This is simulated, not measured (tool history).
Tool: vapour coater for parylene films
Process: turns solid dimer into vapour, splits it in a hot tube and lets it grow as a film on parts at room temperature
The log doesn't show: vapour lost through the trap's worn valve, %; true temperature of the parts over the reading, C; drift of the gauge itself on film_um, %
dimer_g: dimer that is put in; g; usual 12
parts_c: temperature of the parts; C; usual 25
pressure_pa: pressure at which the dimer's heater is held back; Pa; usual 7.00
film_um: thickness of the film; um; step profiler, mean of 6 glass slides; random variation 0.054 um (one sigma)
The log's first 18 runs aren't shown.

run    hour  dimer_g  parts_c  pressure_pa  hours of work since the trap's valve was overhauled  hours of work since the table's thermometer was calibrated  film_um
 19   787.0       12       20         7.00                                                  276                                                        1194     7.66
 20   842.9       12       33         7.00                                                  299                                                        1217     4.36
 21   873.7       21       21         6.67                                                  312                                                        1229    12.98
 22   901.6        6       27         3.45                                                  323                                                        1241     2.94
 23   955.1       12       25         5.09                                                  345                                                        1263     6.38
 24   979.5       16       21        11.31                                                  355                                                        1273     9.58
     1042.0  -- trap's valve overhauled
 25  1042.0       16       21        11.31                                                    0                                                        1297     9.58
 26  1066.1       13       32         5.61                                                   10                                                        1307     5.04
 27  1119.6       13       23         5.61                                                   32                                                        1329     7.49
 28  1159.0       18       33         5.61                                                   48                                                        1345     6.73
 29  1185.1       11       33         3.00                                                   59                                                        1356     4.31
 30  1218.0       17       25         7.00                                                   72                                                        1369     8.76
 31  1262.4        7       25         2.74                                                   91                                                        1387     3.79
 32  1315.7        7       25         2.74                                                  112                                                        1409     3.86
 33  1344.2        7       25         2.74                                                  124                                                        1421     3.85
     1348.6  -- table's thermometer calibrated
 34  1395.0       12       25         8.14                                                  145                                                          19     6.22
 35  1440.2       10       36         5.85                                                  163                                                          38     3.26
 36  1490.0       19       36         5.85                                                  184                                                          58     6.11
 37  1516.3       19       24         2.61                                                  194                                                          69    11.00

Forecast each of these 5 alternatives for the next run:
  A  1545.0       12       34         7.12                                                  206                                                          81        ?
  B  1545.0       18       18         8.99                                                  206                                                          81        ?
  C  1545.0       16       23        11.84                                                  206                                                          81        ?
  D  1545.0        7       18         5.50                                                  206                                                          81        ?
  E  1545.0       12       25         2.79                                                  206                                                          81        ?

run  film_um
  A     4.24
  B    12.38
  C     8.74
  D     5.02
  E     6.54
Without the tool's hidden state the same runs would have given:
run  film_um
  A     4.25
  B    12.42
  C     8.77
  D     5.04
  E     6.56

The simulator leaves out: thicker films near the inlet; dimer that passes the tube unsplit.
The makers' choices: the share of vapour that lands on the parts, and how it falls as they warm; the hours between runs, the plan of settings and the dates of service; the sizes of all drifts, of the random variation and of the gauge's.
